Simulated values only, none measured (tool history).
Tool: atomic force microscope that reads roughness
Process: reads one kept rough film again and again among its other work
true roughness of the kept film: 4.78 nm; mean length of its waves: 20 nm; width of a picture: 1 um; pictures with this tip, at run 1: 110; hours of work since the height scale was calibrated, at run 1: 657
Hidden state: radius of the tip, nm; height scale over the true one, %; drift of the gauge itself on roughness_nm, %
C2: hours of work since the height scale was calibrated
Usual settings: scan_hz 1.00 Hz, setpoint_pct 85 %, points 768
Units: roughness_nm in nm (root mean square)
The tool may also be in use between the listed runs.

run 1 hour=0.0 | scan_hz=1.00 setpoint_pct=85 points=768 | pictures_with_this_tip=110 C2=657 | roughness_nm=2.282
run 2 hour=30.0 | scan_hz=0.90 setpoint_pct=85 points=768 | pictures_with_this_tip=173 C2=676 | roughness_nm=2.041
run 3 hour=66.6 | scan_hz=1.00 setpoint_pct=85 points=768 | pictures_with_this_tip=251 C2=700 | roughness_nm=1.777
run 4 hour=107.8 | scan_hz=1.00 setpoint_pct=85 points=768 | pictures_with_this_tip=338 C2=727 | roughness_nm=1.571
-- hour=111.2 new tip fitted
run 5 hour=158.9 | scan_hz=1.00 setpoint_pct=85 points=768 | pictures_with_this_tip=101 C2=760 | roughness_nm=2.442
run 6 hour=199.6 | scan_hz=1.00 setpoint_pct=85 points=768 | pictures_with_this_tip=187 C2=786 | roughness_nm=2.076
run 7 hour=249.0 | scan_hz=1.00 setpoint_pct=85 points=639 | pictures_with_this_tip=291 C2=819 | roughness_nm=1.736
-- hour=273.1 new tip fitted
run 8 hour=285.2 | scan_hz=1.00 setpoint_pct=85 points=419 | pictures_with_this_tip=26 C2=842 | roughness_nm=2.915
run 9 hour=320.6 | scan_hz=1.00 setpoint_pct=85 points=419 | pictures_with_this_tip=101 C2=865 | roughness_nm=2.476
run 10 hour=375.8 | scan_hz=1.00 setpoint_pct=85 points=768 | pictures_with_this_tip=218 C2=901 | roughness_nm=1.993
run 11 hour=420.2 | scan_hz=1.00 setpoint_pct=85 points=768 | pictures_with_this_tip=312 C2=930 | roughness_nm=1.710
-- hour=437.3 new tip fitted
run 12 hour=470.7 | scan_hz=1.00 setpoint_pct=85 points=768 | pictures_with_this_tip=71 C2=962 | roughness_nm=2.686
run 13 hour=499.4 | scan_hz=1.00 setpoint_pct=85 points=768 | pictures_with_this_tip=131 C2=981 | roughness_nm=2.359
run 14 hour=551.2 | scan_hz=1.00 setpoint_pct=85 points=768 | pictures_with_this_tip=241 C2=1014 | roughness_nm=1.860
run 15 hour=594.8 | scan_hz=1.05 setpoint_pct=85 points=768 | pictures_with_this_tip=333 C2=1043 | roughness_nm=1.621
-- hour=598.9 new tip fitted
run 16 hour=629.5 | scan_hz=1.05 setpoint_pct=85 points=768 | pictures_with_this_tip=64 C2=1065 | roughness_nm=2.699
run 17 hour=679.9 | scan_hz=1.00 setpoint_pct=85 points=768 | pictures_with_this_tip=171 C2=1098 | roughness_nm=2.160
run 18 hour=728.5 | scan_hz=1.00 setpoint_pct=85 points=768 | pictures_with_this_tip=274 C2=1129 | roughness_nm=1.824
run 19 hour=752.5 | scan_hz=1.00 setpoint_pct=85 points=768 | pictures_with_this_tip=325 C2=1145 | roughness_nm=1.686
-- hour=761.4 new tip fitted
run 20 hour=802.2 | scan_hz=0.59 setpoint_pct=85 points=768 | pictures_with_this_tip=86 C2=1177 | roughness_nm=2.663
run 21 hour=856.1 | scan_hz=0.59 setpoint_pct=85 points=768 | pictures_with_this_tip=200 C2=1212 | roughness_nm=2.154
run 22 hour=888.5 | scan_hz=0.59 setpoint_pct=85 points=768 | pictures_with_this_tip=268 C2=1233 | roughness_nm=1.925
-- hour=925.2 new tip fitted
run 23 hour=942.9 | scan_hz=0.59 setpoint_pct=85 points=768 | pictures_with_this_tip=37 C2=1268 | roughness_nm=2.903
run 24 hour=968.1 | scan_hz=3.00 setpoint_pct=85 points=768 | pictures_with_this_tip=91 C2=1285 | roughness_nm=2.027
run 25 hour=997.4 | scan_hz=3.00 setpoint_pct=67 points=768 | pictures_with_this_tip=153 C2=1304 | roughness_nm=2.132
run 26 hour=1027.3 | scan_hz=1.00 setpoint_pct=85 points=349 | pictures_with_this_tip=216 C2=1323 | roughness_nm=1.946
run 27 hour=1066.5 | scan_hz=0.57 setpoint_pct=87 points=349 | pictures_with_this_tip=299 C2=1348 | roughness_nm=1.762
-- hour=1089.2 new tip fitted
run 28 hour=1116.7 | scan_hz=2.72 setpoint_pct=85 points=768 | pictures_with_this_tip=58 C2=1381 | roughness_nm=2.302
run 29 hour=1140.2 | scan_hz=2.72 setpoint_pct=79 points=558 | pictures_with_this_tip=108 C2=1396 | roughness_nm=2.180
run 30 hour=1190.4 | scan_hz=2.72 setpoint_pct=79 points=558 | pictures_with_this_tip=214 C2=1429 | roughness_nm=1.806
run 31 hour=1245.3 | scan_hz=1.00 setpoint_pct=57 points=768 | pictures_with_this_tip=330 C2=1464 | roughness_nm=1.802
-- hour=1250.2 new tip fitted
run 32 hour=1296.3 | scan_hz=3.40 setpoint_pct=85 points=768 | pictures_with_this_tip=97 C2=1497 | roughness_nm=1.968
run 33 hour=1333.8 | scan_hz=3.40 setpoint_pct=85 points=768 | pictures_with_this_tip=177 C2=1522 | roughness_nm=1.694
run 34 hour=1371.0 | scan_hz=3.40 setpoint_pct=85 points=768 | pictures_with_this_tip=255 C2=1546 | roughness_nm=1.500
-- hour=1412.8 new tip fitted
run 35 hour=1418.8 | scan_hz=3.43 setpoint_pct=85 points=768 | pictures_with_this_tip=12 C2=1577 | roughness_nm=2.428
run 36 hour=1452.6 | scan_hz=1.27 setpoint_pct=59 points=768 | pictures_with_this_tip=84 C2=1599 | roughness_nm=2.728
run 37 hour=1497.6 | scan_hz=1.27 setpoint_pct=59 points=768 | pictures_with_this_tip=179 C2=1628 | roughness_nm=2.248
run 38 hour=1548.0 | scan_hz=2.56 setpoint_pct=61 points=463 | pictures_with_this_tip=286 C2=1661 | roughness_nm=1.799
-- hour=1576.1 new tip fitted
run 39 hour=1598.8 | scan_hz=3.28 setpoint_pct=66 points=692 | pictures_with_this_tip=48 C2=1693 | roughness_nm=2.677
run 40 hour=1623.1 | scan_hz=3.28 setpoint_pct=66 points=692 | pictures_with_this_tip=100 C2=1709 | roughness_nm=2.379
run 41 hour=1659.1 | scan_hz=3.28 setpoint_pct=66 points=692 | pictures_with_this_tip=176 C2=1732 | roughness_nm=2.063
run 42 hour=1709.0 | scan_hz=3.28 setpoint_pct=66 points=692 | pictures_with_this_tip=281 C2=1765 | roughness_nm=1.739
-- hour=1740.0 new tip fitted
run 43 hour=1750.2 | scan_hz=1.38 setpoint_pct=66 points=840 | pictures_with_this_tip=21 C2=1791 | roughness_nm=3.101
run 44 hour=1778.9 | scan_hz=2.74 setpoint_pct=59 points=840 | pictures_with_this_tip=82 C2=1810 | roughness_nm=2.662
run 45 hour=1807.8 | scan_hz=1.00 setpoint_pct=68 points=686 | pictures_with_this_tip=143 C2=1829 | roughness_nm=2.402
run 46 hour=1843.1 | scan_hz=1.00 setpoint_pct=68 points=686 | pictures_with_this_tip=218 C2=1852 | roughness_nm=2.071
run 47 hour=1882.1 | scan_hz=1.00 setpoint_pct=68 points=686 | pictures_with_this_tip=301 C2=1877 | roughness_nm=1.831
-- hour=1901.1 new tip fitted
run 48 hour=1921.6 | scan_hz=1.00 setpoint_pct=69 points=768 | pictures_with_this_tip=43 C2=1903 | roughness_nm=2.946
run 49 hour=1951.9 | scan_hz=1.00 setpoint_pct=69 points=768 | pictures_with_this_tip=107 C2=1922 | roughness_nm=2.561
run 50 hour=1996.9 | scan_hz=0.79 setpoint_pct=86 points=768 | pictures_with_this_tip=202 C2=1951 | roughness_nm=2.033
run 51 hour=2052.7 | scan_hz=3.43 setpoint_pct=67 points=833 | pictures_with_this_tip=320 C2=1988 | roughness_nm=1.590
-- hour=2063.8 new tip fitted
run 52 hour=2098.3 | scan_hz=0.61 setpoint_pct=77 points=394 | pictures_with_this_tip=73 C2=2017 | roughness_nm=2.746

Hidden state at the last listed run before each entry between runs and at the first one after, where it differs:
Between runs 4 and 5: new tip fitted (hour 111.2)
  radius of the tip, nm: 36 -> 15.5; height scale over the true one, %: -0.71 -> -0.74
  measured less the result without the state, roughness_nm: -1.637 -> -0.762 nm (root mean square)
Between runs 7 and 8: new tip fitted (hour 273.1)
  radius of the tip, nm: 30.5 -> 9.1; height scale over the true one, %: -0.8 -> -0.83
  measured less the result without the state, roughness_nm: -1.465 -> -0.245 nm (root mean square)
Between runs 11 and 12: new tip fitted (hour 437.3)
  radius of the tip, nm: 31.3 -> 12.3; height scale over the true one, %: -0.91 -> -0.94
  measured less the result without the state, roughness_nm: -1.502 -> -0.539 nm (root mean square)
Between runs 15 and 16: new tip fitted (hour 598.9)
  radius of the tip, nm: 33.8 -> 11.9; height scale over the true one, %: -1.02 -> -1.05
  measured less the result without the state, roughness_nm: -1.569 -> -0.505 nm (root mean square)
Between runs 19 and 20: new tip fitted (hour 761.4)
  radius of the tip, nm: 31.9 -> 13.5; height scale over the true one, %: -1.13 -> -1.16
  measured less the result without the state, roughness_nm: -1.526 -> -0.654 nm (root mean square)
Between runs 22 and 23: new tip fitted (hour 925.2)
  radius of the tip, nm: 27.2 -> 10.7; height scale over the true one, %: -1.22 -> -1.25
  measured less the result without the state, roughness_nm: -1.418 -> -0.422 nm (root mean square)
Between runs 27 and 28: new tip fitted (hour 1089.2)
  radius of the tip, nm: 31 -> 11.4; height scale over the true one, %: -1.33 -> -1.37
  measured less the result without the state, roughness_nm: -1.536 -> -0.401 nm (root mean square)
Between runs 31 and 32: new tip fitted (hour 1250.2)
  radius of the tip, nm: 32.8 -> 15.1; height scale over the true one, %: -1.45 -> -1.48
  measured less the result without the state, roughness_nm: -1.701 -> -0.604 nm (root mean square)
Between runs 34 and 35: new tip fitted (hour 1412.8)
  radius of the tip, nm: 26.4 -> 8.2; height scale over the true one, %: -1.53 -> -1.56
  measured less the result without the state, roughness_nm: -1.070 -> -0.145 nm (root mean square)
Between runs 38 and 39: new tip fitted (hour 1576.1)
  radius of the tip, nm: 29.7 -> 11.2; height scale over the true one, %: -1.65 -> -1.68
  measured less the result without the state, roughness_nm: -1.501 -> -0.451 nm (root mean square)
Between runs 42 and 43: new tip fitted (hour 1740.0)
  radius of the tip, nm: 28.7 -> 9; height scale over the true one, %: -1.75 -> -1.78
  measured less the result without the state, roughness_nm: -1.399 -> -0.281 nm (root mean square)
Between runs 47 and 48: new tip fitted (hour 1901.1)
  radius of the tip, nm: 30.3 -> 11; height scale over the true one, %: -1.86 -> -1.89
  measured less the result without the state, roughness_nm: -1.581 -> -0.483 nm (root mean square)
Between runs 51 and 52: new tip fitted (hour 2063.8)
  radius of the tip, nm: 32.4 -> 12.8; height scale over the true one, %: -1.98 -> -2.01
  measured less the result without the state, roughness_nm: -1.489 -> -0.635 nm (root mean square)

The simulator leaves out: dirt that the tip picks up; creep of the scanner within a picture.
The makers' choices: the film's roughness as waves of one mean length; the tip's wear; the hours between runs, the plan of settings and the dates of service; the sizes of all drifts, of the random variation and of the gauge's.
